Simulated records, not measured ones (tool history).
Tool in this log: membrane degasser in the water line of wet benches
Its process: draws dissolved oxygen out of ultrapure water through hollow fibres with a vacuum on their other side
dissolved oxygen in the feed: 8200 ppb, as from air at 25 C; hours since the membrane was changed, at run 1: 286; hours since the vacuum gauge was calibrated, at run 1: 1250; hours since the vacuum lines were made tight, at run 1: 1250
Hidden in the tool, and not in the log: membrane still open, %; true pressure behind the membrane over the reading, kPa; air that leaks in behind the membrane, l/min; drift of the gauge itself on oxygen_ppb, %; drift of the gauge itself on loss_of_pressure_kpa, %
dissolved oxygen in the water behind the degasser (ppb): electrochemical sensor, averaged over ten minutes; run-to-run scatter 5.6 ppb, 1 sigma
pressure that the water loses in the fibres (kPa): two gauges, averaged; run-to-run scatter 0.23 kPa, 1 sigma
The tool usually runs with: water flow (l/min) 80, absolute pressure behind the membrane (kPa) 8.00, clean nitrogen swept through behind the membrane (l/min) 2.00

run	hour	water flow (l/min)	absolute pressure behind the membrane (kPa)	clean nitrogen swept through behind the membrane (l/min)	hours since the membrane was changed	hours since the vacuum gauge was calibrated	hours since the vacuum lines were made tight	dissolved oxygen in the water behind the degasser (ppb)	pressure that the water loses in the fibres (kPa)
1	0.0	80	8.00	2.00	286	1250	1250	567.3	59.85
2	229.6	80	8.00	2.00	516	1480	1480	564.8	59.98
3	414.1	80	8.00	2.00	700	1665	1665	574.4	59.66
4	648.2	80	8.00	2.00	935	1899	1899	576.0	60.32
5	946.9	57	8.00	2.00	1233	2197	2197	411.1	43.37
6	1159.7	80	8.00	2.00	1446	2410	2410	588.2	60.83
7	1324.5	80	8.00	2.00	1611	2575	2575	593.4	61.13
8	1501.2	80	8.00	0.90	1787	2752	2752	866.0	61.09
9	1783.7	80	8.00	0.90	2070	3034	3034	868.0	61.30
10	2004.9	120	19.70	0.90	2291	3255	3255	2664.2	91.82
# hour 2221.8: vacuum gauge calibrated
11	2234.5	120	19.70	0.90	2520	13	3484	2604.9	92.25
12	2449.0	120	19.70	0.90	2735	227	3699	2652.2	92.92
13	2629.7	76	14.77	1.22	2915	408	3880	1339.4	58.83
14	2878.2	60	8.51	2.00	3164	656	4128	472.0	46.30
15	3083.4	52	8.00	0.87	3369	862	4333	618.4	40.40

Branching from run 15: 3 alternative next runs. What would each branch give?
A	3281.2	79	5.72	1.38	3567	1059	4531	?	?
B	3281.2	80	8.09	2.00	3567	1059	4531	?	?
C	3281.2	80	8.00	3.17	3567	1059	4531	?	?

run	dissolved oxygen in the water behind the degasser (ppb)	pressure that the water loses in the fibres (kPa)
A	485.0	61.48
B	594.6	62.22
C	478.7	62.13
Had the tool no hidden state, the same runs would have come out as:
run	dissolved oxygen in the water behind the degasser (ppb)	pressure that the water loses in the fibres (kPa)
A	450.1	59.16
B	561.5	59.87
C	445.7	59.79
